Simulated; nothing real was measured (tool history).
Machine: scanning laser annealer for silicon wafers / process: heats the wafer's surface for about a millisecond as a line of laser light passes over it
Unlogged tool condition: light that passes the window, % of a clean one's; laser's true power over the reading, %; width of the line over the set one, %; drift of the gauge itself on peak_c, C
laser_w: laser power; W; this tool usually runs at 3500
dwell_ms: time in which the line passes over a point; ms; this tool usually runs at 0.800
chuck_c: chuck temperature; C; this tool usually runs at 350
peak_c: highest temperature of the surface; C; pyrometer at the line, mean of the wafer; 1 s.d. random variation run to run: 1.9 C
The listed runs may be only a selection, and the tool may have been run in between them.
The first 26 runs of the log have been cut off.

run    hour  laser_w  dwell_ms  chuck_c  hours of work since the window was cleaned  hours of work since the power meter was calibrated  hours of work since the optics were aligned  peak_c
 27  1651.4     3605     0.937      388                                          84                                                2821                                          517    1202
 28  1712.5     3605     0.937      388                                         131                                                2869                                          564    1197
 29  1776.7     3642     0.800      350                                         181                                                2918                                          614    1096
 30  1819.5     3642     0.800      350                                         214                                                2952                                          647    1095
 31  1905.9     3642     0.800      350                                         281                                                3019                                          714    1093
     1988.5  -- window over the wafer cleaned
 32  1988.5     3642     0.810      311                                           0                                                3081                                          777    1073
 33  2035.9     3721     0.815      311                                          37                                                3118                                          814    1088
 34  2089.5     3545     0.990      350                                          78                                                3159                                          855    1172
 35  2169.7     3545     0.649      350                                         140                                                3222                                          917    1002
 36  2247.0     3545     0.649      350                                         200                                                3282                                          977    1002
 37  2310.9     3500     0.800      386                                         250                                                3331                                         1027    1099
 38  2347.3     3759     0.800      339                                         278                                                3359                                         1055    1094
     2373.0  -- optics aligned, line set to its width
 39  2406.1     3759     0.800      339                                         320                                                3401                                           26    1101
     2442.8  -- window over the wafer cleaned
 40  2489.6     3431     0.789      315                                          36                                                3464                                           89    1034

4 options for the next run, each taken on its own from the tool as it stands now. Forecast them:
  A  2549.8     3431     0.859      323                                          83                                                3511                                          136       ?
  B  2549.8     3167     0.800      350                                          83                                                3511                                          136       ?
  C  2549.8     3503     0.829      350                                          83                                                3511                                          136       ?
  D  2549.8     3500     0.800      375                                          83                                                3511                                          136       ?

run  peak_c
  A    1072
  B    1019
  C    1096
  D    1110
Without the tool's unlogged condition, the same runs would have read:
run  peak_c
  A    1088
  B    1034
  C    1113
  D    1126

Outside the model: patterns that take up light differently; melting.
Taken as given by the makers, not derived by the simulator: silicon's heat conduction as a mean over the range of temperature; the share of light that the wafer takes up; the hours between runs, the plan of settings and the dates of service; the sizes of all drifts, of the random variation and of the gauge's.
